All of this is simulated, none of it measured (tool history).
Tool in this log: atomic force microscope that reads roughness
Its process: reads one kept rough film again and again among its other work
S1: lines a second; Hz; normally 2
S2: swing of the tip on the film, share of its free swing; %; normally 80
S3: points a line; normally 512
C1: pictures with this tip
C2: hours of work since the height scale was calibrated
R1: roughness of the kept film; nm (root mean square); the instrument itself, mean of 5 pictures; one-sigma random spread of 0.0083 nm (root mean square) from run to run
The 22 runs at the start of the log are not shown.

run,hour,S1,S2,S3,C1,C2,R1
23,440.4,2,80,512,310,573,1.816
# hour 445.2: new tip fitted
24,467.3,2,80,512,32,588,1.826
25,488.2,2,89,494,61,599,1.677
26,509.6,2,89,494,92,611,1.683
27,526.5,2.87,79,611,116,621,1.715
28,539.9,2.87,79,611,135,628,1.721
29,556.7,2,79,318,159,638,1.824
30,579.9,2,58,311,192,651,2.049
31,599.4,1.02,62,778,219,662,2.141
32,614.9,2,80,512,241,671,1.817
33,631.4,2.15,80,512,265,680,1.805
34,649.3,2.06,72,885,290,690,1.943
# hour 667.6: new tip fitted
35,673.2,2.06,72,885,8,703,1.949
36,687.5,2,56,624,28,712,2.114
37,708.2,2,56,624,57,723,2.13
38,732.2,2,80,698,91,737,1.843
39,758.5,2,70,616,129,752,1.967
40,781,3.96,71,887,160,764,1.766
41,808,1.68,70,769,199,779,1.995
42,824.6,2,80,340,222,789,1.794
43,839.7,2,80,340,244,797,1.805
44,851.6,2,80,545,261,804,1.824
45,863.4,2,80,545,278,811,1.828
46,879,2,56,285,300,819,2.06

Alternative continuations, all from the tool just after run 46; predict every row:
# hour 890: new tip fitted
A,901.6,2,70,387,16,832,?
# hour 890: new tip fitted
B,901.6,2,64,512,16,832,?
# hour 890: new tip fitted
C,901.6,1.66,58,530,16,832,?
# hour 890: new tip fitted
D,901.6,2.13,67,819,16,832,?

run,R1
A,1.97
B,2.041
C,2.12
D,2.009
Had the tool no hidden state, the same runs would have come out as:
run,R1
A,1.971
B,2.042
C,2.121
D,2.01
